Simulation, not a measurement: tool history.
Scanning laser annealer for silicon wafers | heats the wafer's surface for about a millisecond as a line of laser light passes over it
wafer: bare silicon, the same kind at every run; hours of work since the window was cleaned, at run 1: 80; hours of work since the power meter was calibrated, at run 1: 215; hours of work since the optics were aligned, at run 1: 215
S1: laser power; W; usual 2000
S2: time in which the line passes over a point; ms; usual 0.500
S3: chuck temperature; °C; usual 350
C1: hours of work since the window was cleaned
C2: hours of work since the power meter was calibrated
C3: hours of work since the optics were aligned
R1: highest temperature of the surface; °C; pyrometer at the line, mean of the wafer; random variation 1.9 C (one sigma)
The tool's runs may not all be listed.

run 1 hour=0.0 | S1=2000 S2=0.500 S3=350 | C1=80 C2=215 C3=215 | R1=1154
run 2 hour=5.2 | S1=2000 S2=0.500 S3=350 | C1=82 C2=218 C3=218 | R1=1154
run 3 hour=13.5 | S1=2000 S2=0.500 S3=350 | C1=86 C2=222 C3=222 | R1=1158
run 4 hour=22.3 | S1=2000 S2=0.585 S3=350 | C1=91 C2=227 C3=227 | R1=1226
run 5 hour=29.4 | S1=2000 S2=0.585 S3=350 | C1=94 C2=230 C3=230 | R1=1226
run 6 hour=35.4 | S1=2000 S2=0.500 S3=322 | C1=97 C2=233 C3=233 | R1=1130
run 7 hour=41.3 | S1=2000 S2=0.518 S3=350 | C1=100 C2=236 C3=236 | R1=1171
run 8 hour=50.3 | S1=2000 S2=0.518 S3=350 | C1=105 C2=240 C3=240 | R1=1174
run 9 hour=60.9 | S1=2000 S2=0.500 S3=329 | C1=110 C2=246 C3=246 | R1=1136
run 10 hour=67.4 | S1=2000 S2=0.500 S3=350 | C1=113 C2=249 C3=249 | R1=1157
run 11 hour=78.4 | S1=2000 S2=0.500 S3=350 | C1=119 C2=254 C3=254 | R1=1155
run 12 hour=87.9 | S1=2000 S2=0.500 S3=350 | C1=123 C2=259 C3=259 | R1=1155
run 13 hour=97.9 | S1=2191 S2=0.500 S3=350 | C1=128 C2=264 C3=264 | R1=1228
run 14 hour=108.4 | S1=2114 S2=0.376 S3=344 | C1=134 C2=269 C3=269 | R1=1070
run 15 hour=117.6 | S1=2119 S2=0.364 S3=388 | C1=138 C2=274 C3=274 | R1=1107
run 16 hour=124.4 | S1=2119 S2=0.535 S3=368 | C1=142 C2=277 C3=277 | R1=1245
run 17 hour=130.8 | S1=2000 S2=0.392 S3=350 | C1=145 C2=280 C3=280 | R1=1057
run 18 hour=141.1 | S1=1814 S2=0.408 S3=319 | C1=150 C2=286 C3=286 | R1=977
run 19 hour=148.1 | S1=2121 S2=0.500 S3=390 | C1=153 C2=289 C3=289 | R1=1235
run 20 hour=156.6 | S1=2121 S2=0.500 S3=390 | C1=158 C2=293 C3=293 | R1=1237
run 21 hour=165.8 | S1=2121 S2=0.500 S3=390 | C1=162 C2=298 C3=298 | R1=1239
run 22 hour=171.6 | S1=2121 S2=0.500 S3=344 | C1=165 C2=301 C3=301 | R1=1193
run 23 hour=180.9 | S1=2121 S2=0.500 S3=353 | C1=170 C2=305 C3=305 | R1=1200

Forecast each of these 3 alternatives for the next run:
run A hour=190.2 | S1=1921 S2=0.500 S3=353 | C1=174 C2=310 C3=310 | R1=?
run B hour=190.2 | S1=2000 S2=0.397 S3=350 | C1=174 C2=310 C3=310 | R1=?
run C hour=190.2 | S1=1867 S2=0.441 S3=366 | C1=174 C2=310 C3=310 | R1=?

run=A R1=1124
run=B R1=1064
run=C R1=1075
Without the tool's hidden state the same runs would have given:
run=A R1=1138
run=B R1=1077
run=C R1=1087

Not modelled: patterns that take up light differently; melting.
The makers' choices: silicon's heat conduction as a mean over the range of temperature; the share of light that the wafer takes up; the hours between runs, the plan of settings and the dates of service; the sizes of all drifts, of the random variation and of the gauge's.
